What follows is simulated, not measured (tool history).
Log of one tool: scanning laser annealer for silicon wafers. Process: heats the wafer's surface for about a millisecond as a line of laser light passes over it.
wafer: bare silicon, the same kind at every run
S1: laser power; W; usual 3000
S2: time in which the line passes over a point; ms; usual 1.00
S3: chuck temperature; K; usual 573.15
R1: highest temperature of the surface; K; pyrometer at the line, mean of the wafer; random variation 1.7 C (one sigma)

run	hour	S1	S2	S3	R1
1	0.0	3000	1.00	573.15	1321.15
2	13.0	3000	1.00	573.15	1324.15
3	24.6	3000	1.00	573.15	1323.15
4	40.0	3002	1.00	573.15	1320.15
5	50.3	3002	1.00	573.15	1325.15
6	65.6	3002	1.00	573.15	1321.15
7	80.6	3002	1.00	573.15	1323.15
8	89.8	3000	0.71	573.15	1204.15
9	100.3	3000	0.71	573.15	1203.15
10	115.6	3000	1.00	573.15	1323.15
11	126.2	3000	1.00	573.15	1325.15
12	142.2	3000	1.00	573.15	1322.15
13	150.5	3000	1.00	573.15	1327.15
14	158.3	3000	0.72	573.15	1206.15
15	167.2	2581	1.08	558.15	1238.15
16	177.4	3000	1.20	573.15	1394.15
17	184.9	3000	1.20	573.15	1398.15
18	201.4	2688	1.05	546.15	1240.15
19	211.9	2688	1.05	546.15	1242.15
20	227.3	3103	0.83	558.15	1262.15
21	241.4	3103	0.82	572.15	1270.15
22	251.9	3103	0.82	572.15	1271.15
# hour 264.8: window over the wafer cleaned
23	269.8	2605	0.94	601.15	1240.15
24	280.8	2661	0.72	603.15	1172.15
25	292.1	2661	0.72	603.15	1168.15
26	300.3	3180	1.00	596.15	1390.15
27	313.1	3120	0.80	597.15	1293.15

4 ways to go on from here, each from the tool as it stands after run 27. What would each give?
A	330.2	3280	1.15	613.15	?
B	330.2	3260	0.80	556.15	?
C	330.2	3000	1.02	573.15	?
D	330.2	3000	1.00	589.15	?

run	R1
A	1490.15
B	1278.15
C	1331.15
D	1338.15
Without the tool's hidden state the same runs would have given:
run	R1
A	1491.15
B	1278.15
C	1331.15
D	1338.15

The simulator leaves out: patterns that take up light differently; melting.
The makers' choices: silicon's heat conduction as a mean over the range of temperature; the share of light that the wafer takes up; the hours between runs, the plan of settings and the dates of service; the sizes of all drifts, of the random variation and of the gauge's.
